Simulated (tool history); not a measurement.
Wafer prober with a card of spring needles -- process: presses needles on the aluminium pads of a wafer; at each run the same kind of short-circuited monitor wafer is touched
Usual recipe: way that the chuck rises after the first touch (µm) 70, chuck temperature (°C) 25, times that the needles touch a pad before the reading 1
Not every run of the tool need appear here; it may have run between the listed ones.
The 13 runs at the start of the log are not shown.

run,hour,way that the chuck rises after the first touch (µm),chuck temperature (°C),times that the needles touch a pad before the reading,touches since the tips were cleaned,cleanings since the card got new needles,touches since the first contact's height was set,resistance of one needle with its contact and lead (mohm),way that a needle slides on the pad (µm)
# hour 145.6: tips cleaned on abrasive film
14,151,64,25,2,1838,45,70630,234,13.84
# hour 157: tips cleaned on abrasive film
15,167.4,57,25,1,3567,46,76245,326,12.31
# hour 168.4: tips cleaned on abrasive film
# hour 180.3: tips cleaned on abrasive film
16,181,70,25,1,267,48,80883,195,15.12
# hour 191.3: tips cleaned on abrasive film
17,195.7,70,25,1,1525,49,85888,251,15.12
# hour 202.4: tips cleaned on abrasive film
18,203.8,54,51,1,466,50,88629,238,11.6
19,212.2,67,124,2,3382,50,91545,252,14.46
# hour 213.9: tips cleaned on abrasive film
20,219.3,67,124,2,1867,51,93948,239,14.43
# hour 225.6: tips cleaned on abrasive film
21,233.6,83,124,1,2756,52,98824,257,17.94
# hour 237.1: tips cleaned on abrasive film
22,243.3,73,40,3,2161,53,102155,208,15.74
# hour 248: tips cleaned on abrasive film
23,255,73,40,3,2400,54,106120,205,15.74
# hour 259.6: tips cleaned on abrasive film
24,262.3,73,40,3,915,55,108602,192,15.67
# hour 270.6: tips cleaned on abrasive film
# hour 270.9: height of the first contact set anew
25,271.3,70,93,1,139,56,139,202,15.41
# hour 282.1: tips cleaned on abrasive film
26,282.1,85,97,2,0,57,3805,191,18.7
# hour 293.6: tips cleaned on abrasive film
27,296.9,56,97,2,1119,58,8870,233,12.28
# hour 304.5: tips cleaned on abrasive film
28,306.4,64,28,1,646,59,12109,223,14.04
29,314.4,54,80,1,3392,59,14855,337,11.87
# hour 315.5: tips cleaned on abrasive film
# hour 326.4: tips cleaned on abrasive film
30,326.7,54,80,1,121,61,19042,207,11.8
# hour 337: tips cleaned on abrasive film
31,339.5,54,80,3,840,62,23396,220,11.81
# hour 347.8: tips cleaned on abrasive film
32,350.8,79,33,1,1050,63,27261,220,17.26

Consider 5 possible next runs. They are alternatives, not a sequence: every one starts from the tool as it was left by run 32. What does each give?
# hour 359: tips cleaned on abrasive film
A,359.1,52,101,1,35,64,30087,?,?
# hour 359: tips cleaned on abrasive film
B,359.1,79,67,2,35,64,30087,?,?
# hour 359: tips cleaned on abrasive film
C,359.1,70,60,3,35,64,30087,?,?
# hour 359: tips cleaned on abrasive film
D,359.1,69,49,2,35,64,30087,?,?
# hour 359: tips cleaned on abrasive film
E,359.1,74,68,2,35,64,30087,?,?

run,resistance of one needle with its contact and lead (mohm),way that a needle slides on the pad (µm)
A,210,11.34
B,185,17.28
C,184,15.32
D,185,15.09
E,188,16.19
Without the tool's hidden state the same runs would have given:
run,resistance of one needle with its contact and lead (mohm),way that a needle slides on the pad (µm)
A,194,11.44
B,180,17.38
C,180,15.42
D,178,15.18
E,182,16.29
